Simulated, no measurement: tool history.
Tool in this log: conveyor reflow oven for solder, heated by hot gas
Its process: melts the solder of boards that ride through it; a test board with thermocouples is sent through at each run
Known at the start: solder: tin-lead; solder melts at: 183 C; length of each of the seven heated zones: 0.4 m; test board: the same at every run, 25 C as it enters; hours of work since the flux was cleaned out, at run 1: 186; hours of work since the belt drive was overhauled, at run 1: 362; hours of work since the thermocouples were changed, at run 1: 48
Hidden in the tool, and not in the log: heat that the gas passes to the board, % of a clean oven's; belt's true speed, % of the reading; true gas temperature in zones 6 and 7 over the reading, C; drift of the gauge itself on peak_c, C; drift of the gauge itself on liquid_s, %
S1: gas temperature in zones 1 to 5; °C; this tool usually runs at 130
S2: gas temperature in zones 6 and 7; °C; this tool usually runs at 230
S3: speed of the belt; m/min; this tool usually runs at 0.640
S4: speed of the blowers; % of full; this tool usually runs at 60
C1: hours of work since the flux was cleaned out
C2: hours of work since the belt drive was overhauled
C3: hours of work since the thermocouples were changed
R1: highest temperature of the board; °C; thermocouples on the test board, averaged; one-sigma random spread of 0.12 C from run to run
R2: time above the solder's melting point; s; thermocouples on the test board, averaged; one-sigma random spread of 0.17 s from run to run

| run | day | S1 | S2 | S3 | S4 | C1 | C2 | C3 | R1 | R2 |
|---|---|---|---|---|---|---|---|---|---|---|
| 1 | 0.000 | 130 | 230 | 0.640 | 60 | 186 | 362 | 48 | 206.9 | 43.2 |
| 2 | 0.292 | 130 | 230 | 0.640 | 75 | 189 | 365 | 51 | 211.9 | 49.1 |
| 3 | 0.671 | 130 | 230 | 0.621 | 60 | 194 | 370 | 56 | 208.1 | 46.0 |
| 4 | 0.962 | 130 | 230 | 0.621 | 60 | 198 | 374 | 59 | 207.9 | 46.1 |
| 5 | 1.192 | 130 | 230 | 0.534 | 60 | 201 | 376 | 62 | 213.4 | 61.2 |
| 6 | 1.379 | 130 | 237 | 0.640 | 60 | 203 | 379 | 65 | 212.9 | 48.8 |
| 7 | 1.688 | 143 | 230 | 0.640 | 60 | 207 | 382 | 68 | 209.8 | 50.5 |
|  | 2.054 | flux residue cleaned out of gas plates and filters |
| 8 | 2.304 | 143 | 230 | 0.640 | 60 | 3 | 388 | 73 | 210.6 | 51.5 |
| 9 | 2.475 | 143 | 230 | 0.640 | 85 | 5 | 390 | 75 | 217.2 | 58.7 |
| 10 | 2.838 | 139 | 230 | 0.640 | 85 | 10 | 394 | 80 | 216.5 | 56.8 |
| 11 | 3.238 | 139 | 230 | 0.640 | 85 | 15 | 399 | 85 | 216.5 | 56.6 |
| 12 | 3.608 | 130 | 230 | 0.640 | 60 | 19 | 404 | 89 | 207.5 | 44.1 |
| 13 | 3.862 | 130 | 230 | 0.640 | 85 | 22 | 407 | 93 | 214.9 | 52.6 |
| 14 | 4.225 | 130 | 230 | 0.640 | 60 | 27 | 411 | 97 | 207.7 | 44.1 |
| 15 | 4.525 | 130 | 230 | 0.640 | 83 | 30 | 415 | 101 | 214.6 | 52.1 |
| 16 | 4.850 | 130 | 230 | 0.640 | 83 | 34 | 419 | 105 | 214.2 | 52.0 |
| 17 | 5.033 | 138 | 230 | 0.640 | 72 | 37 | 421 | 107 | 213.2 | 52.8 |
| 18 | 5.367 | 130 | 230 | 0.640 | 88 | 41 | 425 | 111 | 215.6 | 53.0 |
| 19 | 5.608 | 130 | 230 | 0.640 | 88 | 44 | 428 | 114 | 215.6 | 53.0 |

The next listed run, before its measurement:
| 20 | 5.992 | 130 | 230 | 0.640 | 88 | 48 | 433 | 119 | ? | ? |

Run 20 yielded R1 215.6 °C, R2 52.9 s.
The same run, on a tool lacking any hidden state, would have yielded R1 215.5 °C, R2 52.7 s.

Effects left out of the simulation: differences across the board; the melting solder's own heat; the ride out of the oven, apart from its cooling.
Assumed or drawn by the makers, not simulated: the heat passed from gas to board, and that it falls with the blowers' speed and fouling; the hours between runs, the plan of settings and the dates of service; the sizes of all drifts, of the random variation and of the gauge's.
